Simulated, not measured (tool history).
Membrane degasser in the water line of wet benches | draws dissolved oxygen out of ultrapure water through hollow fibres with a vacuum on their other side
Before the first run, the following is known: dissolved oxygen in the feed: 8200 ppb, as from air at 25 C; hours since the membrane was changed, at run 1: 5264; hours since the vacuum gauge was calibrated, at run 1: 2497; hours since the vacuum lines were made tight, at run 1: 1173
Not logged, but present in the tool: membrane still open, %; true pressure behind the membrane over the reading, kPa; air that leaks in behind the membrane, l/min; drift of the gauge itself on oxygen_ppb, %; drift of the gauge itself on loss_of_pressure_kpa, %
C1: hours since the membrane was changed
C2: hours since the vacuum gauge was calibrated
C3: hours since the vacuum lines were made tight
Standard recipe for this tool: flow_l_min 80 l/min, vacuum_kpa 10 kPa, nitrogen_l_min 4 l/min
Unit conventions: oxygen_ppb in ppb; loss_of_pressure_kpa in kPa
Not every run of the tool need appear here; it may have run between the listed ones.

Run 1, day 0: usual settings; C1 5264; C2 2497; C3 1173. Result: oxygen_ppb 420 ppb, loss_of_pressure_kpa 51.01 kPa.
Run 2, day 3.725: usual settings; C1 5353; C2 2587; C3 1263. Result: oxygen_ppb 408.2 ppb, loss_of_pressure_kpa 50.53 kPa.
Run 3, day 8.158: usual settings; C1 5460; C2 2693; C3 1369. Result: oxygen_ppb 412.3 ppb, loss_of_pressure_kpa 50.37 kPa.
Run 4, day 13.071: usual settings; C1 5577; C2 2811; C3 1487. Result: oxygen_ppb 411.1 ppb, loss_of_pressure_kpa 50.45 kPa.
Run 5, day 16.971: usual settings; C1 5671; C2 2905; C3 1581. Result: oxygen_ppb 412.1 ppb, loss_of_pressure_kpa 50.89 kPa.
Run 6, day 20.367: usual settings; C1 5753; C2 2986; C3 1662. Result: oxygen_ppb 418.9 ppb, loss_of_pressure_kpa 50.42 kPa.
Run 7, day 25.779: usual settings; C1 5883; C2 3116; C3 1792. Result: oxygen_ppb 414.2 ppb, loss_of_pressure_kpa 51.09 kPa.
Run 8, day 32.821: usual settings; C1 6052; C2 3285; C3 1961. Result: oxygen_ppb 412.5 ppb, loss_of_pressure_kpa 50.92 kPa.
Run 9, day 38.358: usual settings; C1 6184; C2 3418; C3 2094. Result: oxygen_ppb 419.3 ppb, loss_of_pressure_kpa 50.6 kPa.
Run 10, day 42.242: usual settings but vacuum_kpa 10.7 kPa; C1 6278; C2 3511; C3 2187. Result: oxygen_ppb 448.8 ppb, loss_of_pressure_kpa 51.13 kPa.
Run 11, day 45.883: usual settings but nitrogen_l_min 1.88 l/min; C1 6365; C2 3599; C3 2275. Result: oxygen_ppb 679.2 ppb, loss_of_pressure_kpa 50.52 kPa.
Run 12, day 52.446: usual settings but vacuum_kpa 8.7 kPa; C1 6523; C2 3756; C3 2432. Result: oxygen_ppb 375.2 ppb, loss_of_pressure_kpa 50.63 kPa.
Run 13, day 59.304: usual settings but vacuum_kpa 8.7 kPa; C1 6687; C2 3921; C3 2597. Result: oxygen_ppb 371.2 ppb, loss_of_pressure_kpa 50.84 kPa.
Run 14, day 65.883: usual settings but flow_l_min 95 l/min; C1 6845; C2 4079; C3 2755. Result: oxygen_ppb 504.1 ppb, loss_of_pressure_kpa 60.54 kPa.
Run 15, day 69.475: usual settings but flow_l_min 69 l/min; C1 6931; C2 4165; C3 2841. Result: oxygen_ppb 368 ppb, loss_of_pressure_kpa 43.97 kPa.
Run 16, day 74.246: usual settings but flow_l_min 64 l/min, vacuum_kpa 15.9 kPa, nitrogen_l_min 7.82 l/min; C1 7046; C2 4279; C3 2955. Result: oxygen_ppb 333 ppb, loss_of_pressure_kpa 40.84 kPa.

Estimate the outcome of run 17 from the log above:
Run 17, day 77.621: usual settings but flow_l_min 119 l/min, vacuum_kpa 16.8 kPa, nitrogen_l_min 3.62 l/min; C1 7127; C2 4360; C3 3036. Result: oxygen_ppb ?, loss_of_pressure_kpa ?.

Run 17 gave oxygen_ppb 1060.2 ppb, loss_of_pressure_kpa 76.6 kPa.
Were there no unlogged condition in the tool, this run, its random variation unchanged, would have produced oxygen_ppb 1013.1 ppb, loss_of_pressure_kpa 73.66 kPa.

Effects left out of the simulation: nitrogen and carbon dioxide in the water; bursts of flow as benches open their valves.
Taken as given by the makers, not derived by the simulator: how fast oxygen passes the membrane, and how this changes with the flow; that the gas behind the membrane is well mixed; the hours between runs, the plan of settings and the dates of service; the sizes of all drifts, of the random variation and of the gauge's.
